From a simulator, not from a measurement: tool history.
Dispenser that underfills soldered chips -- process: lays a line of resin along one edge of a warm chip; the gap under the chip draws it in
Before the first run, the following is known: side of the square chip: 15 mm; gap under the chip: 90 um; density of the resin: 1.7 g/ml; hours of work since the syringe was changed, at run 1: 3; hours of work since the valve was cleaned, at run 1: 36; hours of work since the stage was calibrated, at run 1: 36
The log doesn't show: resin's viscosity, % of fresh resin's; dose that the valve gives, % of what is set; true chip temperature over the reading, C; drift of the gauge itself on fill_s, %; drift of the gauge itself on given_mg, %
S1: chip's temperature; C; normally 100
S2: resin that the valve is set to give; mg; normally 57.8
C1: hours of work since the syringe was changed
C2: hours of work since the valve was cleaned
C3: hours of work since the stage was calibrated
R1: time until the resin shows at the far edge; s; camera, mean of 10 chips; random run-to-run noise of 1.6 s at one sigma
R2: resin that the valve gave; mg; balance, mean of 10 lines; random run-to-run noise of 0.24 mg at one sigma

Run 1, day 0: usual settings; C1 3; C2 36; C3 36. Result: R1 206.1 s, R2 56.27 mg.
Run 2, day 0.258: usual settings; C1 8; C2 41; C3 41. Result: R1 301.9 s, R2 56.18 mg.
At day 0.429: new syringe of resin.
Run 3, day 0.629: usual settings; C1 4; C2 48; C3 48. Result: R1 218.9 s, R2 55.32 mg.
Run 4, day 0.883: usual settings; C1 9; C2 53; C3 53. Result: R1 338.5 s, R2 55.46 mg.
At day 0.979: new syringe of resin.
Run 5, day 1.471: usual settings but S2 53.5 mg; C1 9; C2 64; C3 64. Result: R1 342.4 s, R2 51.05 mg.
At day 1.55: new syringe of resin.
Run 6, day 2: usual settings but S2 55.3 mg; C1 9; C2 73; C3 73. Result: R1 321.4 s, R2 52.07 mg.
At day 2.108: new syringe of resin.
Run 7, day 2.342: usual settings but S2 63 mg; C1 4; C2 80; C3 80. Result: R1 227.6 s, R2 59.14 mg.
At day 2.675: dispensing valve cleaned and set on the balance.
At day 2.717: new syringe of resin.
Run 8, day 2.829: usual settings but S1 98 C; C1 2; C2 3; C3 88. Result: R1 213.2 s, R2 57.48 mg.
At day 3.304: new syringe of resin.
Run 9, day 3.304: usual settings; C1 0; C2 12; C3 97. Result: R1 160.6 s, R2 57.35 mg.
Run 10, day 3.742: usual settings but S1 114 C; C1 8; C2 20; C3 105. Result: R1 179.9 s, R2 56.95 mg.
At day 3.883: new syringe of resin.
Run 11, day 4.317: usual settings but S1 94 C; C1 8; C2 31; C3 116. Result: R1 409.4 s, R2 56.31 mg.
At day 4.429: new syringe of resin.
Run 12, day 4.821: usual settings but S1 91 C; C1 8; C2 40; C3 125. Result: R1 435.2 s, R2 55.76 mg.
At day 4.979: new syringe of resin.
Run 13, day 5.175: usual settings but S1 107 C; C1 4; C2 47; C3 132. Result: R1 165.3 s, R2 55.14 mg.
Run 14, day 5.5: usual settings but S2 49.9 mg; C1 10; C2 53; C3 138. Result: R1 378 s, R2 47.68 mg.
At day 5.538: new syringe of resin.
Run 15, day 5.883: usual settings but S1 102 C, S2 50.3 mg; C1 7; C2 60; C3 145. Result: R1 268.3 s, R2 47.61 mg.
At day 6.133: new syringe of resin.
Run 16, day 6.262: usual settings but S2 58.5 mg; C1 3; C2 67; C3 152. Result: R1 202.2 s, R2 54.81 mg.
Run 17, day 6.604: usual settings but S1 103 C, S2 56.7 mg; C1 9; C2 74; C3 159. Result: R1 301.3 s, R2 53.06 mg.
At day 6.704: new syringe of resin.
Run 18, day 7.112: usual settings but S1 104 C, S2 56 mg; C1 8; C2 83; C3 168. Result: R1 267.6 s, R2 52.15 mg.
At day 7.267: new syringe of resin.
At day 7.308: dispensing valve cleaned and set on the balance.
Run 19, day 7.717: usual settings but S1 104 C, S2 56 mg; C1 8; C2 8; C3 179. Result: R1 259.9 s, R2 55.65 mg.
At day 7.892: new syringe of resin.
Run 20, day 8.212: usual settings but S1 94 C, S2 67.4 mg; C1 6; C2 17; C3 188. Result: R1 340.8 s, R2 66.08 mg.
At day 8.45: new syringe of resin.
Run 21, day 8.792: usual settings but S1 102 C, S2 51.6 mg; C1 6; C2 28; C3 199. Result: R1 259.8 s, R2 50.44 mg.
At day 9: new syringe of resin.
Run 22, day 9.192: usual settings but S1 102 C, S2 51.6 mg; C1 4; C2 35; C3 207. Result: R1 209.1 s, R2 49.96 mg.
At day 9.558: new syringe of resin.
Run 23, day 9.562: usual settings but S1 102 C, S2 51.6 mg; C1 0; C2 42; C3 213. Result: R1 152.9 s, R2 49.7 mg.
Run 24, day 9.975: usual settings but S1 102 C, S2 51.6 mg; C1 8; C2 50; C3 221. Result: R1 288.7 s, R2 49.47 mg.
At day 10.142: new syringe of resin.
Run 25, day 10.262: usual settings but S1 103 C, S2 54.4 mg; C1 2; C2 55; C3 226. Result: R1 183.1 s, R2 52.13 mg.
At day 10.692: new syringe of resin.
Run 26, day 10.733: usual settings but S2 63.2 mg; C1 1; C2 64; C3 235. Result: R1 177.4 s, R2 59.76 mg.
At day 11.258: new syringe of resin.
Run 27, day 11.262: usual settings but S1 101 C, S2 49.8 mg; C1 0; C2 74; C3 245. Result: R1 162.7 s, R2 46.87 mg.
Run 28, day 11.542: usual settings but S1 112 C, S2 51.4 mg; C1 5; C2 79; C3 251. Result: R1 159.2 s, R2 48.18 mg.

Consider 5 possible next runs. They are alternatives, not a sequence: every one starts from the tool as it was left by run 28. What does each give?
At day 11.804: new syringe of resin.
At day 11.912: dispensing valve cleaned and set on the balance.
Run A, day 12.175: usual settings but S1 92 C, S2 59 mg; C1 6; C2 5; C3 262. Result: R1 ?, R2 ?.
At day 11.804: new syringe of resin.
At day 11.912: dispensing valve cleaned and set on the balance.
Run B, day 12.175: usual settings but S1 87 C, S2 69.3 mg; C1 6; C2 5; C3 262. Result: R1 ?, R2 ?.
At day 11.804: new syringe of resin.
At day 11.912: dispensing valve cleaned and set on the balance.
Run C, day 12.175: usual settings but S1 87 C, S2 51.4 mg; C1 6; C2 5; C3 262. Result: R1 ?, R2 ?.
At day 11.804: new syringe of resin.
At day 11.912: dispensing valve cleaned and set on the balance.
Run D, day 12.175: usual settings but S1 91 C, S2 63.3 mg; C1 6; C2 5; C3 262. Result: R1 ?, R2 ?.
At day 11.804: new syringe of resin.
At day 11.912: dispensing valve cleaned and set on the balance.
Run E, day 12.175: usual settings but S1 98 C, S2 50.9 mg; C1 6; C2 5; C3 262. Result: R1 ?, R2 ?.

run     R1     R2
  A  390.6  58.92
  B    493  69.66
  C  493.7  51.15
  D  405.3  63.35
  E  306.5   50.4
Had the tool no hidden state, the same runs would have come out as:
run     R1     R2
  A  219.8  59.03
  B  277.1   69.8
  C  277.5  51.25
  D  227.9  63.46
  E  172.8  50.49
